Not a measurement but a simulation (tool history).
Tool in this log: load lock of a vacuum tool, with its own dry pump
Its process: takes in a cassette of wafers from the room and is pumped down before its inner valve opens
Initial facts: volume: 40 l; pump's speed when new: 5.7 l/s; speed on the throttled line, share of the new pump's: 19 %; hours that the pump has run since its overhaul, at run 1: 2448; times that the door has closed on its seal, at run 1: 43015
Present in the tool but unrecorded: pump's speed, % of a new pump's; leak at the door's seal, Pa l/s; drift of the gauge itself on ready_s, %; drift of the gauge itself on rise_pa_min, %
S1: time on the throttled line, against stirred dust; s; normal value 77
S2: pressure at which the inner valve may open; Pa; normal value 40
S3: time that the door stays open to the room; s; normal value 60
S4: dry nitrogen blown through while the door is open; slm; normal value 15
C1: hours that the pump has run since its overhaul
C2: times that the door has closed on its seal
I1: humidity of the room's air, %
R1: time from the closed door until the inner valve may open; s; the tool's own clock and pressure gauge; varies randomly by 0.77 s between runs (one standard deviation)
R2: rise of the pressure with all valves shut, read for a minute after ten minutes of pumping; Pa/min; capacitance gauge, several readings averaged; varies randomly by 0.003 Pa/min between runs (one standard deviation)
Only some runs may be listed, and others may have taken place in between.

run 1 hour=0.0 | S1=77 S2=40 S3=60 S4=15 | C1=2448 C2=43015 | I1=44.8 | R1=119.2 R2=0.477
run 2 hour=86.9 | S1=77 S2=40 S3=60 S4=15 | C1=2535 C2=43350 | I1=44.2 | R1=118.3 R2=0.485
run 3 hour=178.1 | S1=77 S2=40 S3=27 S4=15 | C1=2627 C2=43702 | I1=46.7 | R1=118.3 R2=0.486
run 4 hour=253.8 | S1=77 S2=57 S3=60 S4=15 | C1=2702 C2=43993 | I1=45.8 | R1=116.6 R2=0.507
run 5 hour=307.9 | S1=77 S2=57 S3=60 S4=15 | C1=2756 C2=44202 | I1=49.6 | R1=117.9 R2=0.502
run 6 hour=358.4 | S1=77 S2=40 S3=60 S4=5 | C1=2807 C2=44397 | I1=42.8 | R1=118.4 R2=0.509
run 7 hour=440.1 | S1=72 S2=40 S3=60 S4=15 | C1=2889 C2=44712 | I1=42.7 | R1=115.5 R2=0.511
run 8 hour=485.3 | S1=72 S2=40 S3=60 S4=15 | C1=2934 C2=44886 | I1=47.5 | R1=115.7 R2=0.513
run 9 hour=558.7 | S1=72 S2=40 S3=60 S4=15 | C1=3007 C2=45169 | I1=47.3 | R1=114.7 R2=0.530
run 10 hour=645.0 | S1=77 S2=40 S3=60 S4=15 | C1=3093 C2=45502 | I1=45.0 | R1=121.0 R2=0.514
run 11 hour=712.3 | S1=77 S2=40 S3=60 S4=15 | C1=3161 C2=45761 | I1=46.9 | R1=119.9 R2=0.525
run 12 hour=763.9 | S1=77 S2=40 S3=60 S4=15 | C1=3212 C2=45960 | I1=42.7 | R1=119.0 R2=0.540
run 13 hour=808.9 | S1=38 S2=64 S3=33 S4=38 | C1=3257 C2=46134 | I1=44.6 | R1=85.3 R2=0.536
run 14 hour=854.8 | S1=66 S2=53 S3=60 S4=44 | C1=3303 C2=46311 | I1=43.2 | R1=108.7 R2=0.526
run 15 hour=919.3 | S1=77 S2=43 S3=60 S4=6 | C1=3368 C2=46560 | I1=47.3 | R1=121.3 R2=0.555
run 16 hour=964.9 | S1=77 S2=43 S3=60 S4=6 | C1=3413 C2=46735 | I1=45.1 | R1=118.3 R2=0.549
-- hour=1013.1 door's seal changed, seat wiped
run 17 hour=1020.7 | S1=91 S2=72 S3=60 S4=6 | C1=3468 C2=29 | I1=47.5 | R1=127.8 R2=0.037
run 18 hour=1103.2 | S1=91 S2=72 S3=60 S4=6 | C1=3550 C2=348 | I1=43.9 | R1=125.8 R2=0.036
run 19 hour=1196.2 | S1=112 S2=72 S3=49 S4=6 | C1=3643 C2=706 | I1=48.3 | R1=143.5 R2=0.039
run 20 hour=1270.0 | S1=104 S2=68 S3=32 S4=36 | C1=3717 C2=991 | I1=45.3 | R1=137.2 R2=0.018
run 21 hour=1327.5 | S1=104 S2=68 S3=32 S4=36 | C1=3774 C2=1213 | I1=48.5 | R1=138.1 R2=0.024
run 22 hour=1380.3 | S1=69 S2=29 S3=60 S4=15 | C1=3827 C2=1416 | I1=47.3 | R1=115.8 R2=0.034
run 23 hour=1429.1 | S1=74 S2=40 S3=133 S4=14 | C1=3876 C2=1604 | I1=44.0 | R1=117.6 R2=0.046

Branching from run 23: 3 alternative next runs. What would each branch give?
run A hour=1487.4 | S1=48 S2=66 S3=133 S4=14 | C1=3934 C2=1829 | I1=44.6 | R1=? R2=?
run B hour=1487.4 | S1=41 S2=40 S3=60 S4=15 | C1=3934 C2=1829 | I1=42.6 | R1=? R2=?
run C hour=1487.4 | S1=77 S2=40 S3=60 S4=8 | C1=3934 C2=1829 | I1=48.5 | R1=? R2=?

run=A R1=92.3 R2=0.052
run=B R1=90.8 R2=0.031
run=C R1=120.4 R2=0.045
With the hidden condition removed and each run's random variation left untouched, the same runs would have given:
run=A R1=89.9 R2=0.046
run=B R1=88.1 R2=0.026
run=C R1=118.1 R2=0.039
